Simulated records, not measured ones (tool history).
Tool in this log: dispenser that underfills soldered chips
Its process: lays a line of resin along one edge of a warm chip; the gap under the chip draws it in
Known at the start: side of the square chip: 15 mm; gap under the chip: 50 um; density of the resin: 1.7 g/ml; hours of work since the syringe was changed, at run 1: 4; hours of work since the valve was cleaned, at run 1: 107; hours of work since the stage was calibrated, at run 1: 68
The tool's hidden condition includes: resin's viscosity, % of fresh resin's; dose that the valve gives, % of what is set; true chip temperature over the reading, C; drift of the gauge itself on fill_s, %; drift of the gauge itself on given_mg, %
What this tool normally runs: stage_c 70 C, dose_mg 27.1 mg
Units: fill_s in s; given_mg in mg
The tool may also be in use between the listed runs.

run,hour,stage_c,dose_mg,hours of work since the syringe was changed,hours of work since the valve was cleaned,hours of work since the stage was calibrated,fill_s,given_mg
1,0,70,27.1,4,107,68,181,24.4
2,5.7,70,27.1,7,110,71,208.4,24.25
# hour 10.2: new syringe of resin
3,11.9,70,27.1,1,114,75,152.9,24.36
4,15.7,70,27.1,3,116,77,174.4,24.17
5,23.3,70,27.1,8,121,82,219.9,24.21
# hour 26.1: new syringe of resin
6,31.8,70,27.1,4,126,87,178.1,23.85
# hour 34.5: dispensing valve cleaned and set on the balance
7,39,70,27.1,8,3,91,205.2,27.06
8,42.6,70,27.1,10,5,93,227.2,26.94
# hour 43.3: new syringe of resin
9,49.3,70,25.4,4,9,97,180.9,25.27
10,54.7,70,29.4,7,13,101,200.9,29.15
# hour 59.3: new syringe of resin
11,63.1,70,29.4,2,18,106,160.5,28.77
12,67.6,70,29.4,5,20,109,181.3,28.79
# hour 75.4: new syringe of resin
13,75.4,70,27.1,0,25,114,147.2,26.63
14,82.4,70,27.1,4,30,118,180.8,26.31
15,87.9,70,23.8,8,33,121,215.5,23.03
# hour 91.6: new syringe of resin
16,93.3,70,23.8,1,36,125,161.7,23.21
17,100.9,70,23.8,6,41,129,199.5,22.95
18,104.7,55,27.1,8,43,132,484.5,25.88
# hour 107.8: new syringe of resin
19,109.9,71,27.1,1,47,135,149.6,25.94
20,118.6,77,27.1,7,52,140,141.3,25.54
21,123.4,71,24,10,55,143,229.8,22.59
# hour 124.2: new syringe of resin
22,128.1,78,29.6,2,58,146,105.7,27.86
23,136,66,24.8,7,63,151,252.8,23.46
# hour 140.2: new syringe of resin
24,140.9,81,30.5,0,66,154,82.5,28.38
25,146.9,81,30.5,4,70,158,98.6,28.38
26,150.8,67,28.7,7,72,160,231.4,26.63
# hour 156.5: new syringe of resin
27,159.7,67,28.7,2,77,166,185.1,26.6
28,165.9,74,27.1,6,81,170,156.3,25.08
# hour 173: new syringe of resin
29,174.7,74,27.1,1,87,175,126.7,25.02

Entry by entry between the runs, the difference in hidden state between the last listed run before and the first listed run after:
In the gap between runs 2 and 3: new syringe of resin (hour 10.2)
  resin's viscosity, % of fresh resin's: 139.7 -> 104.1; dose that the valve gives, % of what is set: 89.4 -> 89.03; true chip temperature over the reading, C: 0.28 -> 0.29
  measured less the result without the state, fill_s: +61.3 -> +8.3 s; given_mg: -2.88 -> -2.99 mg
In the gap between runs 5 and 6: new syringe of resin (hour 26.1)
  resin's viscosity, % of fresh resin's: 144.1 -> 118.6; dose that the valve gives, % of what is set: 88.36 -> 87.87; true chip temperature over the reading, C: 0.32 -> 0.33
  measured less the result without the state, fill_s: +69.8 -> +30.6 s; given_mg: -3.19 -> -3.29 mg
In the gap between runs 6 and 7: dispensing valve cleaned and set on the balance (hour 34.5)
  resin's viscosity, % of fresh resin's: 118.6 -> 141.5; dose that the valve gives, % of what is set: 87.87 -> 99.79; true chip temperature over the reading, C: 0.33 -> 0.35
  measured less the result without the state, fill_s: +30.6 -> +57.6 s; given_mg: -3.29 -> -0.06 mg
In the gap between runs 8 and 9: new syringe of resin (hour 43.3)
  resin's viscosity, % of fresh resin's: 156.5 -> 120.2; dose that the valve gives, % of what is set: 99.58 -> 99.21; true chip temperature over the reading, C: 0.35 -> 0.37
  measured less the result without the state, fill_s: +79.4 -> +27.9 s; given_mg: -0.12 -> -0.2 mg
In the gap between runs 10 and 11: new syringe of resin (hour 59.3)
  resin's viscosity, % of fresh resin's: 140.2 -> 111.6; dose that the valve gives, % of what is set: 98.87 -> 98.36; true chip temperature over the reading, C: 0.38 -> 0.4
  measured less the result without the state, fill_s: +54.9 -> +14 s; given_mg: -0.33 -> -0.49 mg
In the gap between runs 12 and 13: new syringe of resin (hour 75.4)
  resin's viscosity, % of fresh resin's: 126.6 -> 100.5; dose that the valve gives, % of what is set: 98.13 -> 97.7; true chip temperature over the reading, C: 0.4 -> 0.42
  measured less the result without the state, fill_s: +35.5 -> -1.9 s; given_mg: -0.55 -> -0.62 mg
In the gap between runs 15 and 16: new syringe of resin (hour 91.6)
  resin's viscosity, % of fresh resin's: 143 -> 104.9; dose that the valve gives, % of what is set: 96.98 -> 96.68; true chip temperature over the reading, C: 0.45 -> 0.46
  measured less the result without the state, fill_s: +62.9 -> +5.9 s; given_mg: -0.72 -> -0.8 mg
In the gap between runs 18 and 19: new syringe of resin (hour 107.8)
  resin's viscosity, % of fresh resin's: 144.9 -> 107.2; dose that the valve gives, % of what is set: 96.01 -> 95.72; true chip temperature over the reading, C: 0.48 -> 0.49
  measured less the result without the state, fill_s: +143.8 -> +7.8 s; given_mg: -1.08 -> -1.16 mg
In the gap between runs 21 and 22: new syringe of resin (hour 124.2)
  resin's viscosity, % of fresh resin's: 157.2 -> 109.9; dose that the valve gives, % of what is set: 94.94 -> 94.67; true chip temperature over the reading, C: 0.52 -> 0.53
  measured less the result without the state, fill_s: +82.5 -> +7.7 s; given_mg: -1.22 -> -1.57 mg
In the gap between runs 23 and 24: new syringe of resin (hour 140.2)
  resin's viscosity, % of fresh resin's: 137.2 -> 102.2; dose that the valve gives, % of what is set: 94.2 -> 93.91; true chip temperature over the reading, C: 0.55 -> 0.56
  measured less the result without the state, fill_s: +66.8 -> +0.3 s; given_mg: -1.45 -> -1.85 mg
In the gap between runs 26 and 27: new syringe of resin (hour 156.5)
  resin's viscosity, % of fresh resin's: 135.2 -> 110.3; dose that the valve gives, % of what is set: 93.33 -> 92.81; true chip temperature over the reading, C: 0.58 -> 0.6
  measured less the result without the state, fill_s: +57.2 -> +14.3 s; given_mg: -1.9 -> -2.06 mg
In the gap between runs 28 and 29: new syringe of resin (hour 173)
  resin's viscosity, % of fresh resin's: 131.7 -> 106.8; dose that the valve gives, % of what is set: 92.44 -> 91.93; true chip temperature over the reading, C: 0.61 -> 0.63
  measured less the result without the state, fill_s: +36.3 -> +6.7 s; given_mg: -2.04 -> -2.19 mg
